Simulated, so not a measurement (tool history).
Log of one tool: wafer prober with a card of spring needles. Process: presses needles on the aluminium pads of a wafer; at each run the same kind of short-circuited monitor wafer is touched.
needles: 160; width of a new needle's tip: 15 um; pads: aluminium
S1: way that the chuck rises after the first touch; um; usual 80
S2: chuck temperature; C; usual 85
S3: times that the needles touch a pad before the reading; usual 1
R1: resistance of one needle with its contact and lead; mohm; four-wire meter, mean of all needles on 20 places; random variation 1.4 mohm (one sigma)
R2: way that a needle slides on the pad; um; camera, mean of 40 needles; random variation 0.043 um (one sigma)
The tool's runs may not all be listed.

run	day	S1	S2	S3	R1	R2
1	0	80	85	1	125	11.97
2	0.625	80	85	1	136	12.04
# day 0.733: tips cleaned on abrasive film
3	1.154	80	85	1	150	11.99
# day 1.658: tips cleaned on abrasive film
4	2.275	80	85	1	140	11.9
# day 2.521: tips cleaned on abrasive film
5	2.758	80	85	1	132	11.94
6	3.271	80	85	1	139	12
# day 3.412: tips cleaned on abrasive film
# day 4.283: tips cleaned on abrasive film
7	4.283	80	85	3	121	12
# day 5.15: tips cleaned on abrasive film
8	5.15	80	85	3	122	11.98
9	5.912	80	85	3	128	11.92
# day 6.017: tips cleaned on abrasive film
10	6.621	80	85	3	125	11.81
# day 6.9: tips cleaned on abrasive film
# day 7.1: tips cleaned on abrasive film, once more
11	7.204	80	85	3	124	11.95
# day 7.988: tips cleaned on abrasive film
12	8.188	80	85	1	130	11.85
# day 8.912: tips cleaned on abrasive film
13	9.088	80	85	1	127	11.85
# day 9.862: tips cleaned on abrasive film
14	10.217	80	85	1	132	11.9
# day 10.717: tips cleaned on abrasive film
15	10.925	80	85	1	132	11.81
16	11.512	80	85	1	142	11.93
# day 11.592: tips cleaned on abrasive film
17	12.329	71	64	1	146	10.5
# day 12.454: tips cleaned on abrasive film
# day 13.342: tips cleaned on abrasive film
18	13.488	80	45	1	124	11.78
# day 14.204: tips cleaned on abrasive film
19	14.212	80	45	1	117	11.8
20	14.875	80	111	1	143	11.8
# day 15.15: tips cleaned on abrasive film
21	15.746	80	111	1	140	11.87
# day 16.079: tips cleaned on abrasive film
22	16.35	80	111	1	133	11.79
# day 17.008: tips cleaned on abrasive film
23	17.425	83	31	1	125	12.23
# day 17.904: tips cleaned on abrasive film
24	18.121	62	117	3	133	9.03
25	18.717	73	85	1	145	10.71
# day 18.783: tips cleaned on abrasive film
# day 19.692: tips cleaned on abrasive film
26	19.779	73	85	1	128	10.71
27	20.296	80	85	1	138	11.73
# day 20.596: tips cleaned on abrasive film
28	20.967	99	53	1	127	14.68
# day 21.5: tips cleaned on abrasive film
29	21.596	60	53	1	130	8.69
30	22.092	79	106	2	134	11.57
# day 22.379: tips cleaned on abrasive film
31	22.683	72	65	2	128	10.47

4 ways to go on from here, each from the tool as it stands after run 31. What would each give?
# day 23.25: tips cleaned on abrasive film
# day 23.658: height of the first contact set anew
A	23.658	67	34	3	?	?
# day 23.25: tips cleaned on abrasive film
# day 23.658: height of the first contact set anew
B	23.658	80	88	2	?	?
# day 23.25: tips cleaned on abrasive film
# day 23.658: height of the first contact set anew
C	23.658	80	70	2	?	?
# day 23.25: tips cleaned on abrasive film
# day 23.658: height of the first contact set anew
D	23.658	71	65	1	?	?

run	R1	R2
A	123	10.1
B	128	12.01
C	125	12.08
D	134	10.7
Without the tool's hidden state the same runs would have given:
run	R1	R2
A	115	10.1
B	120	12.01
C	117	12.08
D	117	10.7
